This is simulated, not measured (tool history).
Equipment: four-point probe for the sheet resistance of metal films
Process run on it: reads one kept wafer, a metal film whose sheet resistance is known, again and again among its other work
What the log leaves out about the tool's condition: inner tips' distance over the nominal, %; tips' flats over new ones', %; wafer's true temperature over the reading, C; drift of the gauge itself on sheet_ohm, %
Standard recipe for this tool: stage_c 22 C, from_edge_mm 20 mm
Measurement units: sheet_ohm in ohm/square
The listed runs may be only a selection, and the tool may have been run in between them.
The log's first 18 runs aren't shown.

run     day  stage_c  from_edge_mm  touches since the probe head was changed  hours of work since the stage's thermometer was calibrated  sheet_ohm
 19   9.338       29            20                                     25122                                                         156   0.669259
 20   9.838       25            14                                     25714                                                         163   0.672687
 21  10.596       31             3                                     26613                                                         175   0.724931
 22  11.146       25            34                                     27259                                                         183   0.670554
 23  11.671       25            34                                     27882                                                         191   0.670423
 24  12.021       35            20                                     28298                                                         196   0.666303
 25  12.508       35            20                                     28872                                                         203   0.666557
 26  13.292       27            26                                     29798                                                         215   0.669509
 27   13.95       19            13                                     30577                                                         225   0.676166
 28  14.454       23            11                                     31171                                                         232   0.675525
 29  15.096       25             9                                     31929                                                         242   0.676717
 30  15.692       24            63                                     32633                                                         251   0.670288
 31  16.129       21            63                                     33151                                                         257   0.671945
 32  16.458       23            15                                     33542                                                         262    0.67321
 33  17.212       32            31                                     34431                                                         273   0.667055
 34  17.954       32            31                                     35308                                                         284    0.66687
 35  18.604       32            31                                     36078                                                         294   0.667201
 36  19.217       32            31                                     36802                                                         303   0.666931

Predict each of these 5 candidate next runs independently; none follows another, all start after run 36:
  A  19.771       27             6                                     37457                                                         311          ?
  B  19.771       32             3                                     37457                                                         311          ?
  C  19.771       20            10                                     37457                                                         311          ?
  D  19.771       21            20                                     37457                                                         311          ?
  E  19.771       26             3                                     37457                                                         311          ?

run  sheet_ohm
  A   0.684587
  B   0.724494
  C   0.678306
  D   0.673502
  E   0.727641
The same runs, with their run-to-run variation unchanged, on a tool lacking any hidden condition would have given:
run  sheet_ohm
  A   0.684591
  B   0.724501
  C   0.678305
  D   0.673502
  E   0.727643
